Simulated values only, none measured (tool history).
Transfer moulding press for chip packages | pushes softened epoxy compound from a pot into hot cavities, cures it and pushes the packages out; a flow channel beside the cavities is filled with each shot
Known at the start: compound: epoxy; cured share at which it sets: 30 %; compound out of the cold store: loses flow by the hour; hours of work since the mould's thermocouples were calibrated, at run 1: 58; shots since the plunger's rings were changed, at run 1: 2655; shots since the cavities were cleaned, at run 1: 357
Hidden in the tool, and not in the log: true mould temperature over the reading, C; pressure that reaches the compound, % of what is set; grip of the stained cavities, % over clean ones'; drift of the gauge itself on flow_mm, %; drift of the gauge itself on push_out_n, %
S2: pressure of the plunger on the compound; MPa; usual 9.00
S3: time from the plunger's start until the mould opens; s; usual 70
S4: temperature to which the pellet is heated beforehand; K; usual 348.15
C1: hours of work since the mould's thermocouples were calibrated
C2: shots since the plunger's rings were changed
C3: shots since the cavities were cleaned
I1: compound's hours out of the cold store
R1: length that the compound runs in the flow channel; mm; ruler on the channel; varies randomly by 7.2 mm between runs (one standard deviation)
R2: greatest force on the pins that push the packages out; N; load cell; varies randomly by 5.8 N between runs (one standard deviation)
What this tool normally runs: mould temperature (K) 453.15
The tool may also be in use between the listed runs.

{"run": 1, "hour": 0.0, "mould temperature (K)": 453.15, "S2": 9.0, "S3": 70, "S4": 348.15, "C1": 58, "C2": 2655, "C3": 357, "I1": 15.6, "R1": 896, "R2": 311}
{"run": 2, "hour": 7.4, "mould temperature (K)": 458.15, "S2": 9.0, "S3": 70, "S4": 348.15, "C1": 62, "C2": 2753, "C3": 455, "I1": 19.5, "R1": 871, "R2": 292}
{"hour": 17.8, "done": "cavities cleaned with cleaning compound and waxed"}
{"run": 3, "hour": 19.5, "mould temperature (K)": 458.15, "S2": 9.0, "S3": 70, "S4": 348.15, "C1": 69, "C2": 2894, "C3": 23, "I1": 29.5, "R1": 836, "R2": 193}
{"run": 4, "hour": 29.7, "mould temperature (K)": 453.15, "S2": 9.0, "S3": 61, "S4": 348.15, "C1": 75, "C2": 3029, "C3": 158, "I1": 43.0, "R1": 818, "R2": 301}
{"run": 5, "hour": 42.0, "mould temperature (K)": 453.15, "S2": 9.0, "S3": 61, "S4": 348.15, "C1": 82, "C2": 3192, "C3": 321, "I1": 33.3, "R1": 829, "R2": 365}
{"run": 6, "hour": 54.5, "mould temperature (K)": 453.15, "S2": 9.0, "S3": 77, "S4": 348.15, "C1": 89, "C2": 3358, "C3": 487, "I1": 38.0, "R1": 818, "R2": 283}
{"hour": 62.9, "done": "cavities cleaned with cleaning compound and waxed"}
{"run": 7, "hour": 62.9, "mould temperature (K)": 453.15, "S2": 9.0, "S3": 77, "S4": 348.15, "C1": 93, "C2": 3450, "C3": 0, "I1": 34.3, "R1": 823, "R2": 200}
{"run": 8, "hour": 69.4, "mould temperature (K)": 453.15, "S2": 9.0, "S3": 94, "S4": 348.15, "C1": 97, "C2": 3536, "C3": 86, "I1": 43.1, "R1": 803, "R2": 202}
{"run": 9, "hour": 79.4, "mould temperature (K)": 453.15, "S2": 9.0, "S3": 94, "S4": 348.15, "C1": 103, "C2": 3668, "C3": 218, "I1": 35.2, "R1": 818, "R2": 225}
{"run": 10, "hour": 89.8, "mould temperature (K)": 453.15, "S2": 9.0, "S3": 70, "S4": 358.15, "C1": 109, "C2": 3806, "C3": 356, "I1": 45.0, "R1": 788, "R2": 289}
{"run": 11, "hour": 101.4, "mould temperature (K)": 453.15, "S2": 9.0, "S3": 70, "S4": 358.15, "C1": 116, "C2": 3960, "C3": 510, "I1": 22.1, "R1": 847, "R2": 321}
{"hour": 107.8, "done": "cavities cleaned with cleaning compound and waxed"}
{"run": 12, "hour": 115.0, "mould temperature (K)": 453.15, "S2": 9.0, "S3": 70, "S4": 358.15, "C1": 123, "C2": 4120, "C3": 95, "I1": 43.8, "R1": 786, "R2": 227}
{"run": 13, "hour": 128.3, "mould temperature (K)": 453.15, "S2": 9.0, "S3": 70, "S4": 358.15, "C1": 131, "C2": 4296, "C3": 271, "I1": 17.2, "R1": 861, "R2": 278}
{"run": 14, "hour": 137.2, "mould temperature (K)": 453.15, "S2": 9.0, "S3": 70, "S4": 358.15, "C1": 136, "C2": 4414, "C3": 389, "I1": 21.0, "R1": 854, "R2": 309}
{"run": 15, "hour": 149.1, "mould temperature (K)": 461.15, "S2": 9.0, "S3": 75, "S4": 343.15, "C1": 143, "C2": 4571, "C3": 546, "I1": 21.3, "R1": 832, "R2": 283}
{"hour": 152.4, "done": "cavities cleaned with cleaning compound and waxed"}
{"run": 16, "hour": 160.5, "mould temperature (K)": 453.15, "S2": 7.34, "S3": 64, "S4": 348.15, "C1": 149, "C2": 4703, "C3": 107, "I1": 13.2, "R1": 775, "R2": 281}
{"hour": 171.3, "done": "plunger's sealing rings changed"}
{"run": 17, "hour": 171.3, "mould temperature (K)": 453.15, "S2": 7.08, "S3": 70, "S4": 348.15, "C1": 154, "C2": 0, "C3": 217, "I1": 16.5, "R1": 831, "R2": 274}
{"run": 18, "hour": 181.0, "mould temperature (K)": 446.15, "S2": 9.0, "S3": 97, "S4": 338.15, "C1": 160, "C2": 129, "C3": 346, "I1": 38.9, "R1": 887, "R2": 258}
{"hour": 183.7, "done": "mould's thermocouples calibrated"}
{"run": 19, "hour": 192.7, "mould temperature (K)": 446.15, "S2": 9.0, "S3": 97, "S4": 338.15, "C1": 5, "C2": 257, "C3": 474, "I1": 42.6, "R1": 886, "R2": 279}
{"hour": 202.1, "done": "cavities cleaned with cleaning compound and waxed"}
{"run": 20, "hour": 203.0, "mould temperature (K)": 453.15, "S2": 9.0, "S3": 94, "S4": 353.15, "C1": 10, "C2": 375, "C3": 12, "I1": 33.2, "R1": 877, "R2": 184}
{"run": 21, "hour": 209.6, "mould temperature (K)": 453.15, "S2": 9.62, "S3": 63, "S4": 348.15, "C1": 14, "C2": 461, "C3": 98, "I1": 30.4, "R1": 931, "R2": 262}
{"run": 22, "hour": 217.5, "mould temperature (K)": 458.15, "S2": 10.49, "S3": 67, "S4": 350.15, "C1": 19, "C2": 567, "C3": 204, "I1": 27.6, "R1": 958, "R2": 230}
{"run": 23, "hour": 224.7, "mould temperature (K)": 458.15, "S2": 8.0, "S3": 56, "S4": 357.15, "C1": 23, "C2": 661, "C3": 298, "I1": 39.9, "R1": 787, "R2": 300}
{"run": 24, "hour": 237.1, "mould temperature (K)": 458.15, "S2": 8.0, "S3": 56, "S4": 357.15, "C1": 31, "C2": 826, "C3": 463, "I1": 20.0, "R1": 835, "R2": 353}
{"run": 25, "hour": 243.9, "mould temperature (K)": 458.15, "S2": 8.85, "S3": 56, "S4": 358.15, "C1": 35, "C2": 917, "C3": 554, "I1": 10.4, "R1": 919, "R2": 385}
{"hour": 247.2, "done": "cavities cleaned with cleaning compound and waxed"}
{"run": 26, "hour": 254.3, "mould temperature (K)": 458.15, "S2": 7.24, "S3": 88, "S4": 358.15, "C1": 40, "C2": 1034, "C3": 94, "I1": 8.9, "R1": 839, "R2": 199}
{"hour": 261.9, "done": "mould's thermocouples calibrated, once more"}
{"run": 27, "hour": 263.3, "mould temperature (K)": 448.15, "S2": 8.41, "S3": 78, "S4": 358.15, "C1": 1, "C2": 1127, "C3": 187, "I1": 29.9, "R1": 861, "R2": 279}
{"run": 28, "hour": 270.1, "mould temperature (K)": 448.15, "S2": 8.41, "S3": 78, "S4": 358.15, "C1": 5, "C2": 1217, "C3": 277, "I1": 47.2, "R1": 809, "R2": 300}

Alternative continuations, all from the tool just after run 28; predict every row:
{"run": "A", "hour": 276.8, "mould temperature (K)": 448.15, "S2": 9.95, "S3": 51, "S4": 358.15, "C1": 9, "C2": 1306, "C3": 366, "I1": 45.3, "R1": "?", "R2": "?"}
{"run": "B", "hour": 276.8, "mould temperature (K)": 451.15, "S2": 8.27, "S3": 70, "S4": 348.15, "C1": 9, "C2": 1306, "C3": 366, "I1": 44.9, "R1": "?", "R2": "?"}
{"run": "C", "hour": 276.8, "mould temperature (K)": 454.15, "S2": 9.0, "S3": 70, "S4": 350.15, "C1": 9, "C2": 1306, "C3": 366, "I1": 43.7, "R1": "?", "R2": "?"}

run=A R1=883 R2=746
run=B R1=803 R2=325
run=C R1=824 R2=285
What these runs would have given with no unlogged condition in the tool:
run=A R1=905 R2=524
run=B R1=824 R2=227
run=C R1=844 R2=199
